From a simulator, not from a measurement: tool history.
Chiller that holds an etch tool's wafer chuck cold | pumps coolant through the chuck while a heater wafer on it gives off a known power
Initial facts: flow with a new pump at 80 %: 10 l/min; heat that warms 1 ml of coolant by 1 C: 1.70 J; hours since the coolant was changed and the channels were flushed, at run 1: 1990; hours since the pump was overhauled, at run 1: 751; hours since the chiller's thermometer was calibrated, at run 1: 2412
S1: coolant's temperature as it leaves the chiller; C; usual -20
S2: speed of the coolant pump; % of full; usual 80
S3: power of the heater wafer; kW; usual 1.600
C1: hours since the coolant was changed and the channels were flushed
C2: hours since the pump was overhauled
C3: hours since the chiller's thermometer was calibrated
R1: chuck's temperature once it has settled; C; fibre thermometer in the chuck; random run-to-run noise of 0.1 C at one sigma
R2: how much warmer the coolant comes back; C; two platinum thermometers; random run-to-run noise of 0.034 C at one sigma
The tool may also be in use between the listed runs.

run	hour	S1	S2	S3	C1	C2	C3	R1	R2
1	0.0	-20	80	1.600	1990	751	2412	-6.0	5.60
2	129.6	-20	80	1.600	2119	881	2542	-5.9	5.62
3	215.3	-20	80	1.600	2205	966	2628	-6.2	5.63
4	313.8	-20	80	1.600	2304	1065	2726	-6.2	5.60
5	410.9	-20	80	1.609	2401	1162	2823	-6.1	5.67
6	526.4	-20	80	1.600	2516	1277	2939	-6.2	5.65
7	677.1	-20	80	1.600	2667	1428	3089	-5.9	5.66
8	781.8	-20	80	1.600	2772	1533	3194	-6.1	5.69
9	858.7	-20	80	1.600	2849	1610	3271	-6.0	5.61
10	986.1	-20	65	1.600	2976	1737	3398	-3.8	6.88
11	1124.8	-20	65	1.600	3115	1876	3537	-3.7	6.84
12	1196.8	-20	80	1.600	3187	1948	3609	-6.1	5.67
13	1296.3	-20	80	1.600	3286	2047	3709	-6.2	5.68
# hour 1346.7: chiller's thermometer calibrated
14	1387.0	-20	80	1.600	3376	2137	40	-6.2	5.65
15	1509.1	-26	72	1.516	3498	2259	162	-12.0	5.92
16	1648.3	-29	83	1.071	3637	2398	302	-20.0	3.68
17	1728.1	-12	83	0.953	3717	2478	381	-4.0	3.20
18	1866.9	-20	80	0.897	3856	2617	520	-12.1	3.15
19	1983.6	-24	61	2.343	3972	2734	637	0.9	10.73
20	2083.9	-17	80	2.311	4073	2834	737	2.9	8.17
21	2204.9	-17	80	2.311	4194	2955	858	3.1	8.08

The next listed run, before its measurement:
22	2267.7	-16	80	1.026	4257	3018	921	?	?

Run 22 gave R1 -7.2 C, R2 3.66 C.
With no hidden state in the tool, this same run would have given R1 -7.2 C, R2 3.66 C.
